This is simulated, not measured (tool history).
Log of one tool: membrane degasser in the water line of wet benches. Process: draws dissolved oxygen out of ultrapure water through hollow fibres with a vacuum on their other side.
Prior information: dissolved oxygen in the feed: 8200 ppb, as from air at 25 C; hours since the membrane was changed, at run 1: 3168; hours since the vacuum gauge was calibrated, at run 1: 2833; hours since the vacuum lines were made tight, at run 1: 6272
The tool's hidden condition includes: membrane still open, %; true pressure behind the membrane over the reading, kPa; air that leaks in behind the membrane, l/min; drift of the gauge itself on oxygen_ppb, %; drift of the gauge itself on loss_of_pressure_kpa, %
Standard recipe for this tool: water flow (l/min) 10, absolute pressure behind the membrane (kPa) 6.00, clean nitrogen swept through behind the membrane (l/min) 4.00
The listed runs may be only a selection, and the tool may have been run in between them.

| run | hour | water flow (l/min) | absolute pressure behind the membrane (kPa) | clean nitrogen swept through behind the membrane (l/min) | hours since the membrane was changed | hours since the vacuum gauge was calibrated | hours since the vacuum lines were made tight | dissolved oxygen in the water behind the degasser (ppb) | pressure that the water loses in the fibres (kPa) |
|---|---|---|---|---|---|---|---|---|---|
| 1 | 0.0 | 10 | 6.00 | 4.00 | 3168 | 2833 | 6272 | 22.5 | 33.93 |
| 2 | 84.5 | 12 | 6.00 | 4.00 | 3253 | 2918 | 6357 | 27.6 | 40.78 |
| 3 | 198.1 | 12 | 6.00 | 4.00 | 3366 | 3031 | 6470 | 28.3 | 41.04 |
| 4 | 276.9 | 12 | 6.00 | 4.00 | 3445 | 3110 | 6549 | 27.8 | 41.20 |
| 5 | 427.0 | 12 | 6.00 | 4.00 | 3595 | 3260 | 6699 | 28.4 | 40.65 |
| 6 | 608.4 | 12 | 6.00 | 4.00 | 3777 | 3442 | 6881 | 27.5 | 41.00 |
| 7 | 699.1 | 12 | 6.00 | 4.00 | 3867 | 3533 | 6971 | 28.0 | 40.93 |
| 8 | 802.0 | 12 | 6.00 | 4.00 | 3970 | 3635 | 7074 | 28.2 | 41.14 |
| 9 | 946.1 | 10 | 6.00 | 4.00 | 4114 | 3780 | 7218 | 21.9 | 34.32 |
| 10 | 1042.4 | 10 | 6.00 | 4.00 | 4211 | 3876 | 7314 | 21.9 | 34.31 |
| 11 | 1184.1 | 10 | 6.00 | 4.00 | 4352 | 4018 | 7456 | 21.6 | 34.78 |
| 12 | 1324.4 | 10 | 6.00 | 4.00 | 4493 | 4158 | 7597 | 22.2 | 34.56 |
| 13 | 1444.8 | 10 | 6.00 | 4.00 | 4613 | 4278 | 7717 | 22.3 | 34.71 |
| 14 | 1609.0 | 10 | 6.00 | 4.00 | 4777 | 4442 | 7881 | 22.4 | 34.67 |
| 15 | 1683.1 | 10 | 6.00 | 4.00 | 4851 | 4517 | 7955 | 22.0 | 34.86 |
| 16 | 1798.3 | 10 | 3.90 | 4.00 | 4966 | 4632 | 8070 | 9.0 | 34.44 |
| 17 | 1959.3 | 10 | 3.90 | 4.00 | 5127 | 4793 | 8231 | 8.9 | 34.78 |
| 18 | 2112.0 | 10 | 3.90 | 2.13 | 5280 | 4945 | 8384 | 12.5 | 35.26 |
| 19 | 2195.2 | 10 | 3.90 | 2.13 | 5363 | 5029 | 8467 | 12.5 | 34.90 |
| 20 | 2330.1 | 10 | 3.90 | 2.13 | 5498 | 5164 | 8602 | 12.7 | 34.87 |
| 21 | 2481.5 | 10 | 3.90 | 2.13 | 5650 | 5315 | 8754 | 13.2 | 34.98 |
|  | 2537.3 | gauge calibrated |
| 22 | 2635.8 | 10 | 3.90 | 2.13 | 5804 | 5469 | 8908 | 13.2 | 34.18 |
| 23 | 2722.2 | 10 | 3.90 | 2.13 | 5890 | 5556 | 8994 | 13.5 | 34.18 |
| 24 | 2854.4 | 10 | 3.90 | 2.13 | 6022 | 5688 | 9126 | 12.8 | 34.09 |
| 25 | 2959.4 | 10 | 3.90 | 2.13 | 6128 | 5793 | 9232 | 12.9 | 34.17 |
|  | 2983.2 | vacuum gauge calibrated |
| 26 | 3121.2 | 12 | 3.79 | 2.78 | 6289 | 138 | 9393 | 13.1 | 40.91 |
| 27 | 3207.6 | 10 | 7.38 | 6.51 | 6375 | 224 | 9479 | 20.3 | 34.29 |
| 28 | 3292.1 | 8 | 9.28 | 11.03 | 6460 | 309 | 9564 | 13.3 | 27.58 |
| 29 | 3426.9 | 11 | 4.98 | 9.53 | 6594 | 444 | 9698 | 11.1 | 37.87 |
|  | 3593.4 | seals of the vacuum lines changed |
| 30 | 3608.9 | 11 | 4.98 | 9.53 | 6774 | 624 | 15 | 11.5 | 38.08 |

For each run, the measured value with the value that run would have given without the tool's hidden condition subtracted. The run-to-run variation is shared by both, the gauge scatter possibly not:
| run | pressure that the water loses in the fibres (kPa) |
|---|---|
| 1 | +0.01 |
| 2 | +0.05 |
| 3 | +0.10 |
| 4 | +0.14 |
| 5 | +0.20 |
| 6 | +0.29 |
| 7 | +0.33 |
| 8 | +0.38 |
| 9 | +0.37 |
| 10 | +0.40 |
| 11 | +0.46 |
| 12 | +0.52 |
| 13 | +0.56 |
| 14 | +0.62 |
| 15 | +0.65 |
| 16 | +0.69 |
| 17 | +0.75 |
| 18 | +0.81 |
| 19 | +0.84 |
| 20 | +0.89 |
| 21 | +0.95 |
| 22 | +0.06 |
| 23 | +0.09 |
| 24 | +0.14 |
| 25 | +0.18 |
| 26 | +0.29 |
| 27 | +0.27 |
| 28 | +0.25 |
| 29 | +0.39 |
| 30 | +0.47 |
dissolved oxygen in the water behind the degasser (ppb): at most 0.1 away from the measurement, every run.
